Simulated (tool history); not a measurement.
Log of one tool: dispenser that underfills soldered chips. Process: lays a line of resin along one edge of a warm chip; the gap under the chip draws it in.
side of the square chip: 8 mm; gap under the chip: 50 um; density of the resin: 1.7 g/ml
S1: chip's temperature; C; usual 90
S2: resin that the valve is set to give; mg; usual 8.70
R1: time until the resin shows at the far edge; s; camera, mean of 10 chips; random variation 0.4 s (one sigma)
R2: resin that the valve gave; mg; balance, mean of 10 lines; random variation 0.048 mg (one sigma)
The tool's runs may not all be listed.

run   hour   S1     S2    R1     R2
  1    0.0   90   8.70  31.1   8.31
       3.4  -- dispensing valve cleaned and set on the balance
  2    3.4   90   8.70  34.2   8.74
  3    7.2   90   8.70  37.8   8.68
       8.3  -- new syringe of resin
  4    9.6   90   8.70  26.8   8.73
  5   12.7   90  10.59  29.5  10.51
  6   15.2   90  10.59  31.1  10.54
  7   17.4   90  10.59  34.2  10.60
      21.5  -- new syringe of resin
  8   22.1   90  10.59  25.6  10.50
  9   24.6   90  10.59  27.7  10.48
 10   28.7   90  10.59  31.6  10.45
 11   31.0   90   7.68  36.0   7.65
 12   32.9   90   7.68  37.8   7.67
      34.7  -- new syringe of resin
 13   37.0   90  10.72  27.2  10.53
 14   40.5   90  10.72  30.4  10.52
 15   43.1   90  10.72  32.7  10.57
 16   46.0   90   8.70  36.9   8.56
      48.1  -- new syringe of resin
 17   50.4   90  10.04  26.6   9.75
 18   53.6   90  10.04  29.9   9.87
 19   55.6   96   7.45  25.9   7.26
 20   57.6   85   7.95  43.7   7.80
 21   60.9   97   8.87  28.5   8.63
      61.6  -- new syringe of resin
 22   63.4   84   9.67  34.7   9.39
 23   66.5   84  10.24  37.9  10.05
 24   69.6   90   9.63  32.1   9.38
 25   72.4   90  10.54  35.2  10.28
      74.8  -- new syringe of resin
 26   75.4   81   7.99  38.9   7.79
 27   80.1   81   7.99  45.7   7.71
 28   83.2   76   8.07  63.8   7.88
      88.0  -- new syringe of resin
 29   88.1   76  10.35  48.3  10.00
 30   92.2   94   9.61  24.3   9.26
 31   94.2   76   8.06  61.0   7.86
 32   97.9  101  10.99  21.8  10.57
     101.4  -- new syringe of resin
 33  101.6   88   8.70  27.5   8.45
 34  104.7   88  11.02  29.9  10.61
 35  107.3   88  11.02  32.9  10.57
 36  110.8  100  10.22  22.7   9.73

Forecast each of these 5 alternatives for the next run:
  A  112.8   98   8.94   ?   ?
  B  112.8   88   9.52   ?   ?
  C  112.8  101   8.09   ?   ?
  D  112.8  100   9.73   ?   ?
  E  112.8  103  10.22   ?   ?

run    R1    R2
  A  25.8  8.50
  B  39.5  9.12
  C  22.7  7.67
  D  23.2  9.37
  E  20.1  9.80
Without the tool's hidden state the same runs would have given:
run    R1     R2
  A  18.5   8.88
  B  28.3   9.53
  C  16.1   8.01
  D  16.5   9.78
  E  14.2  10.24
